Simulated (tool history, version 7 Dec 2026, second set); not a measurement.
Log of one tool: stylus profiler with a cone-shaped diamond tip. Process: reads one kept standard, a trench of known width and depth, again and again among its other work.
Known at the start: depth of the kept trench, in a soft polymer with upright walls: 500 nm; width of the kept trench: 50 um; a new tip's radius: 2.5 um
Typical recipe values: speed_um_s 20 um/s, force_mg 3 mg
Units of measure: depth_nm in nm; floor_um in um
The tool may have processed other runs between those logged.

run     day  speed_um_s  force_mg  depth_nm  floor_um
  1       0          20         3    508.39     46.81
  2   1.204          20         3    508.35     46.78
  3   2.275          20         3    508.42     46.83
  4   3.446          20      4.72    511.06     46.87
  5   4.488          20      4.72    511.34     46.83
  6   5.521          20      4.72    511.14     46.82
  7   6.246          19      4.72    510.93      46.8
  8   7.079          19      4.72    511.01     46.83
  9   8.025          19      4.72    511.09     46.82
      8.146  -- height scale calibrated on a step standard
 10   9.438          19      4.72    511.68     46.81
 11  10.612          20         3    509.41     46.81
 12  11.542          20         3    509.32     46.77
 13  12.829          20      2.32    508.33     46.76
 14  14.088          13         3    509.41     46.79
 15  15.358          13         3    509.44     46.83
     15.617  -- height scale calibrated on a step standard, once more
 16  16.654          13         3    507.07     46.83
 17    17.5          15      6.01    511.27     46.84
 18  18.962          41      4.78    509.73     46.68
 19  19.583          32      4.29    509.15     46.77
 20  20.758           9      4.42    509.57     46.77
 21  21.921           9      1.68    504.78     46.78
 22  23.333          36      2.28    506.18     46.65

What does the tool deliver on the next run?
 23  24.104          29      1.99         ?         ?

depth_nm: 505.53 nm
floor_um: 46.65 um
The same run, on a tool lacking any hidden state, would have yielded depth_nm 505.29 nm, floor_um 46.82 um.

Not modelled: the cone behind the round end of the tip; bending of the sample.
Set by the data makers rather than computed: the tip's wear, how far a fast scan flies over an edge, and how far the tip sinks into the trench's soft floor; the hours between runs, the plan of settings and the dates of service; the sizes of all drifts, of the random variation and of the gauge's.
